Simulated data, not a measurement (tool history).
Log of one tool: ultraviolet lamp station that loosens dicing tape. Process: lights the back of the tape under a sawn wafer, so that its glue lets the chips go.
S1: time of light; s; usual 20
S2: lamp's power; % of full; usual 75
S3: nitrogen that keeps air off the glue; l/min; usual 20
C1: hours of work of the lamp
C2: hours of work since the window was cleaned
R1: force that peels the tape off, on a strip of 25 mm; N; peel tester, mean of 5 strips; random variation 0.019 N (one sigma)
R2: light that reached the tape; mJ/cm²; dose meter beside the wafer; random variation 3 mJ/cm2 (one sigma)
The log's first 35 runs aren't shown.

run,day,S1,S2,S3,C1,C2,R1,R2
36,10.629,30,83,21,118,17,0.347,752
37,10.833,30,83,21,120,19,0.339,745
38,11.042,20,89,20,122,21,0.681,530
39,11.292,28,73,20,125,23,0.528,611
40,11.708,30,78,20,129,28,0.402,697
41,12.004,11,75,20,132,31,2.05,248
42,12.292,10,75,20,135,34,2.294,227
43,12.475,26,62,11,137,36,1.038,490

3 ways to go on from here, each from the tool as it stands after run 43. What would each give?
A,12.838,26,62,13,141,40,?,?
B,12.838,26,68,10,141,40,?,?
C,12.838,26,62,12,141,40,?,?

run,R1,R2
A,0.928,482
B,0.937,534
C,1,482
Without the tool's hidden state the same runs would have given:
run,R1,R2
A,0.926,483
B,0.936,535
C,0.998,482
